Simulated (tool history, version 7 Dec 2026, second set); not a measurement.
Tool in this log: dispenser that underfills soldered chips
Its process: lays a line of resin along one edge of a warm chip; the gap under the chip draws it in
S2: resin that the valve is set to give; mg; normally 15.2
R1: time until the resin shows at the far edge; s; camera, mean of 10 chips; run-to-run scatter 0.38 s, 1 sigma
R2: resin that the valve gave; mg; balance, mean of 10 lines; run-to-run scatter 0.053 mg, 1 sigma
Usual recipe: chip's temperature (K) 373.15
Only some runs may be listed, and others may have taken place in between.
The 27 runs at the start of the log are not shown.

-- hour=161.8 new syringe of resin
run 28 hour=163.3 | chip's_temperature_(K)=382.15 S2=19.3 | R1=18.4 R2=18.47
run 29 hour=172.3 | chip's_temperature_(K)=363.15 S2=14.4 | R1=47.4 R2=13.83
-- hour=176.7 new syringe of resin
run 30 hour=177.6 | chip's_temperature_(K)=375.15 S2=18.7 | R1=21.9 R2=18.04
-- hour=179.4 dispensing valve cleaned and set on the balance
run 31 hour=186.2 | chip's_temperature_(K)=381.15 S2=13.3 | R1=28.2 R2=13.37
run 32 hour=190.9 | chip's_temperature_(K)=361.15 S2=16.3 | R1=54.9 R2=16.26
-- hour=191.9 new syringe of resin
run 33 hour=195.4 | chip's_temperature_(K)=361.15 S2=16.3 | R1=35.0 R2=16.28
run 34 hour=203.5 | chip's_temperature_(K)=361.15 S2=16.3 | R1=51.2 R2=16.17
-- hour=206.2 new syringe of resin
run 35 hour=207.8 | chip's_temperature_(K)=365.15 S2=17.0 | R1=29.2 R2=16.90
run 36 hour=213.9 | chip's_temperature_(K)=359.15 S2=15.2 | R1=45.5 R2=15.12

Alternative continuations, all from the tool just after run 36; predict every row:
run A hour=218.5 | chip's_temperature_(K)=362.15 S2=16.1 | R1=? R2=?
run B hour=218.5 | chip's_temperature_(K)=364.15 S2=13.4 | R1=? R2=?
run C hour=218.5 | chip's_temperature_(K)=378.15 S2=15.2 | R1=? R2=?
run D hour=218.5 | chip's_temperature_(K)=367.15 S2=15.2 | R1=? R2=?

run=A R1=51.0 R2=16.01
run=B R1=51.3 R2=13.29
run=C R1=35.0 R2=15.12
run=D R1=46.2 R2=15.04
What these runs would have given with no unlogged condition in the tool:
run=A R1=29.5 R2=16.15
run=B R1=29.8 R2=13.41
run=C R1=20.1 R2=15.26
run=D R1=26.9 R2=15.18

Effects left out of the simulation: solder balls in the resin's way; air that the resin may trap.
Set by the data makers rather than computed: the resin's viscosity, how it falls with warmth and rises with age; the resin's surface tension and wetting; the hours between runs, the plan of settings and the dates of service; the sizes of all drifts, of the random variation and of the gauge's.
